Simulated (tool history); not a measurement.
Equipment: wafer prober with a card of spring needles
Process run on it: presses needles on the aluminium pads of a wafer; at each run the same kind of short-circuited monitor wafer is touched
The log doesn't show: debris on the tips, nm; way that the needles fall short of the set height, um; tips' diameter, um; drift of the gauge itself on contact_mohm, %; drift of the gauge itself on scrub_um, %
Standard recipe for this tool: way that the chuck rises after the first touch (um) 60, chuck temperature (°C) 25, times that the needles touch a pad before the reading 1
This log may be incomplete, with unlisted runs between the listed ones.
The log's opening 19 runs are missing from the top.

run,hour,way that the chuck rises after the first touch (um),chuck temperature (°C),times that the needles touch a pad before the reading,touches since the tips were cleaned,cleanings since the card got new needles,touches since the first contact's height was set,resistance of one needle with its contact and lead (mohm),way that a needle slides on the pad (um)
# hour 192.8: tips cleaned on abrasive film
20,199.2,62,25,2,3752,63,113354,263,14.33
# hour 201.5: tips cleaned on abrasive film
21,206.0,45,28,3,2614,64,117274,265,10.15
# hour 210.8: tips cleaned on abrasive film
22,218.8,64,37,2,4671,65,124748,262,14.75
# hour 219.8: tips cleaned on abrasive film
23,225.7,64,37,2,3500,66,128787,257,14.63
# hour 228.7: tips cleaned on abrasive film
# hour 237.6: tips cleaned on abrasive film
24,237.9,64,49,2,187,68,135826,244,14.54
# hour 246.7: tips cleaned on abrasive film
25,248.3,64,49,2,915,69,141871,250,14.70
# hour 255.2: tips cleaned on abrasive film
26,262.0,66,74,2,3967,70,149855,269,14.98
# hour 264.6: tips cleaned on abrasive film
# hour 273.1: tips cleaned on abrasive film
27,277.0,66,74,2,2283,72,158552,266,15.05
# hour 281.5: tips cleaned on abrasive film
28,283.8,66,74,2,1371,73,162532,261,15.05
# hour 290.5: tips cleaned on abrasive film
29,294.4,66,74,2,2271,74,168694,263,15.07
# hour 299.4: tips cleaned on abrasive film
30,307.3,56,105,1,4635,75,176192,309,12.65
# hour 308.2: tips cleaned on abrasive film
# hour 316.6: tips cleaned on abrasive film
31,321.0,56,94,1,2615,77,184164,296,12.61
# hour 325.3: tips cleaned on abrasive film
32,327.4,53,124,2,1255,78,187892,279,11.90

Below are 3 alternative next runs, each starting from the tool's condition after run 32. Predict each:
# hour 334.0: tips cleaned on abrasive film
A,338.1,42,31,2,2415,79,194077,?,?
# hour 334.0: tips cleaned on abrasive film
B,338.1,53,68,2,2415,79,194077,?,?
# hour 334.0: tips cleaned on abrasive film
C,338.1,53,25,2,2415,79,194077,?,?

run,resistance of one needle with its contact and lead (mohm),way that a needle slides on the pad (um)
A,289,9.06
B,275,11.86
C,267,11.92
With the hidden condition removed and each run's random variation left untouched, the same runs would have given:
run,resistance of one needle with its contact and lead (mohm),way that a needle slides on the pad (um)
A,238,9.80
B,243,12.60
C,233,12.67
